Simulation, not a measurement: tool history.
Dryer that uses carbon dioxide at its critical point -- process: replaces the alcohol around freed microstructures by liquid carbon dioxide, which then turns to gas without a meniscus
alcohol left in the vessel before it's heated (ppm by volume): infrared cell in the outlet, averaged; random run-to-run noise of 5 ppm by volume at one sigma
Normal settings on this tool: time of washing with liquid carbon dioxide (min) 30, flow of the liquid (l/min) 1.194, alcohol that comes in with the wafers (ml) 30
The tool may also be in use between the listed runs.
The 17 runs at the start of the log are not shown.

run,hour,time of washing with liquid carbon dioxide (min),flow of the liquid (l/min),alcohol that comes in with the wafers (ml),alcohol left in the vessel before it's heated (ppm by volume)
18,367.9,30,1.194,30,76
19,399.1,25,1.194,30,103
20,422.2,30,1.194,30,62
21,443.3,30,1.194,30,66
22,474.0,30,1.194,30,87
23,501.2,38,1.194,30,61
24,521.1,30,1.440,30,62
25,545.2,30,1.510,29,67
26,566.0,32,1.430,29,74
27,597.6,32,1.430,29,71
28,613.4,24,1.130,110,351
29,635.8,24,0.830,110,1058
30,663.5,30,1.010,24,110

Predict the results of run 31:
31,693.8,43,0.760,24,?

{"run 31": {"alcohol left in the vessel before it's heated (ppm by volume)": 97}}
On a tool with no hidden condition, and with the same random variation, this run would have come out at alcohol left in the vessel before it's heated (ppm by volume) 19.

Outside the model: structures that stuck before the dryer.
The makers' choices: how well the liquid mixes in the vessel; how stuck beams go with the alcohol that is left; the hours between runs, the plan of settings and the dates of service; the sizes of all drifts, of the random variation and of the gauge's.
